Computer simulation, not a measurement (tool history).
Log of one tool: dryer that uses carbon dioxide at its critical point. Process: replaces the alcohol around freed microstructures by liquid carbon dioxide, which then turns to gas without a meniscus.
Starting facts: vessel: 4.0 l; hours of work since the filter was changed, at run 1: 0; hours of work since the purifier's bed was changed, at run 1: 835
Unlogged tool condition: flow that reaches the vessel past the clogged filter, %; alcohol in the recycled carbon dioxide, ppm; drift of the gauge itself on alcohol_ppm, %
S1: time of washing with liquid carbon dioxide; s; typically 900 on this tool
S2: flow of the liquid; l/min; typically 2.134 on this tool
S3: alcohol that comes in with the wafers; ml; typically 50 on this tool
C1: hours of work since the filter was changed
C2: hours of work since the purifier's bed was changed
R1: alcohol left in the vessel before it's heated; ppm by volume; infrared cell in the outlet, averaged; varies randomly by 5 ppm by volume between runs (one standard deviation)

run 1 hour=0 | S1=900 S2=2.134 S3=50 | C1=0 C2=835 | R1=77
run 2 hour=37.7 | S1=900 S2=2.134 S3=35 | C1=28 C2=862 | R1=68
run 3 hour=65.3 | S1=900 S2=2.134 S3=50 | C1=48 C2=883 | R1=75
run 4 hour=97.1 | S1=900 S2=2.134 S3=50 | C1=71 C2=906 | R1=68
run 5 hour=136.1 | S1=900 S2=2.134 S3=50 | C1=100 C2=935 | R1=82
run 6 hour=154.5 | S1=900 S2=1.65 S3=50 | C1=114 C2=948 | R1=186
run 7 hour=185.6 | S1=1080 S2=1.65 S3=50 | C1=136 C2=971 | R1=105
run 8 hour=204 | S1=1080 S2=1.65 S3=55 | C1=150 C2=984 | R1=112
run 9 hour=225.7 | S1=1080 S2=3.25 S3=55 | C1=166 C2=1000 | R1=51
run 10 hour=266.5 | S1=540 S2=2.2 S3=72 | C1=196 C2=1030 | R1=559
run 11 hour=284.6 | S1=960 S2=1.41 S3=50 | C1=209 C2=1044 | R1=278

5 options for the next run, each taken on its own from the tool as it stands now. Forecast them:
run A hour=311.3 | S1=960 S2=2.13 S3=39 | C1=229 C2=1063 | R1=?
run B hour=311.3 | S1=1380 S2=3.25 S3=74 | C1=229 C2=1063 | R1=?
run C hour=311.3 | S1=600 S2=1.42 S3=50 | C1=229 C2=1063 | R1=?
run D hour=311.3 | S1=960 S2=2 S3=65 | C1=229 C2=1063 | R1=?
run E hour=311.3 | S1=1380 S2=1.41 S3=50 | C1=229 C2=1063 | R1=?

run=A R1=81
run=B R1=56
run=C R1=1061
run=D R1=111
run=E R1=93
Without the tool's unlogged condition, the same runs would have read:
run=A R1=29
run=B R1=10
run=C R1=859
run=D R1=48
run=E R1=33

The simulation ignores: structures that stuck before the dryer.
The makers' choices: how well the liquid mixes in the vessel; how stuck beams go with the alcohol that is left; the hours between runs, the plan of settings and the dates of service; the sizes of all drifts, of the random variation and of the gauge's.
